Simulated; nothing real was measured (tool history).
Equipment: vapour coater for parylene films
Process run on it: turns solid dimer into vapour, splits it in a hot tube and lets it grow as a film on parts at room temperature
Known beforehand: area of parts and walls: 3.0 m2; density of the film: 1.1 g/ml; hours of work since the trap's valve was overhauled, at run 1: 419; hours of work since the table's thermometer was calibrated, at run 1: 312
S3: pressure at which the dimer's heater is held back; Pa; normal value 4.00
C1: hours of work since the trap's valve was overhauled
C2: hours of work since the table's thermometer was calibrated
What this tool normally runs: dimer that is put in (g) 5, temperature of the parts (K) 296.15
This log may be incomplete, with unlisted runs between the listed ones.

{"run": 1, "hour": 0.0, "dimer that is put in (g)": 5, "temperature of the parts (K)": 296.15, "S3": 4.0, "C1": 419, "C2": 312, "thickness of the film (um)": 0.631}
{"run": 2, "hour": 26.2, "dimer that is put in (g)": 5, "temperature of the parts (K)": 296.15, "S3": 4.0, "C1": 442, "C2": 334, "thickness of the film (um)": 0.628}
{"run": 3, "hour": 42.3, "dimer that is put in (g)": 5, "temperature of the parts (K)": 296.15, "S3": 4.0, "C1": 455, "C2": 348, "thickness of the film (um)": 0.612}
{"hour": 61.0, "done": "trap's valve overhauled"}
{"run": 4, "hour": 69.1, "dimer that is put in (g)": 5, "temperature of the parts (K)": 296.15, "S3": 4.0, "C1": 7, "C2": 367, "thickness of the film (um)": 0.72}
{"run": 5, "hour": 88.0, "dimer that is put in (g)": 5, "temperature of the parts (K)": 290.15, "S3": 4.0, "C1": 23, "C2": 383, "thickness of the film (um)": 0.936}
{"run": 6, "hour": 118.9, "dimer that is put in (g)": 5, "temperature of the parts (K)": 290.15, "S3": 3.05, "C1": 49, "C2": 409, "thickness of the film (um)": 0.947}
{"run": 7, "hour": 139.8, "dimer that is put in (g)": 5, "temperature of the parts (K)": 290.15, "S3": 3.05, "C1": 67, "C2": 427, "thickness of the film (um)": 0.937}
{"run": 8, "hour": 161.2, "dimer that is put in (g)": 5, "temperature of the parts (K)": 297.15, "S3": 11.54, "C1": 85, "C2": 445, "thickness of the film (um)": 0.635}
{"run": 9, "hour": 189.1, "dimer that is put in (g)": 5, "temperature of the parts (K)": 297.15, "S3": 11.54, "C1": 109, "C2": 469, "thickness of the film (um)": 0.637}
{"run": 10, "hour": 202.8, "dimer that is put in (g)": 6, "temperature of the parts (K)": 297.15, "S3": 6.54, "C1": 120, "C2": 480, "thickness of the film (um)": 0.792}

4 ways to go on from here, each from the tool as it stands after run 10. What would each give?
{"run": "A", "hour": 224.6, "dimer that is put in (g)": 5, "temperature of the parts (K)": 294.15, "S3": 7.87, "C1": 139, "C2": 499, "thickness of the film (um)": "?"}
{"run": "B", "hour": 224.6, "dimer that is put in (g)": 5, "temperature of the parts (K)": 297.15, "S3": 5.77, "C1": 139, "C2": 499, "thickness of the film (um)": "?"}
{"run": "C", "hour": 224.6, "dimer that is put in (g)": 3, "temperature of the parts (K)": 288.15, "S3": 4.03, "C1": 139, "C2": 499, "thickness of the film (um)": "?"}
{"run": "D", "hour": 224.6, "dimer that is put in (g)": 5, "temperature of the parts (K)": 296.15, "S3": 2.06, "C1": 139, "C2": 499, "thickness of the film (um)": "?"}

run=A thickness_of_the_film_(um)=0.737
run=B thickness_of_the_film_(um)=0.645
run=C thickness_of_the_film_(um)=0.603
run=D thickness_of_the_film_(um)=0.719
The same runs, with their run-to-run variation unchanged, on a tool lacking any hidden condition would have given:
run=A thickness_of_the_film_(um)=0.781
run=B thickness_of_the_film_(um)=0.684
run=C thickness_of_the_film_(um)=0.638
run=D thickness_of_the_film_(um)=0.762
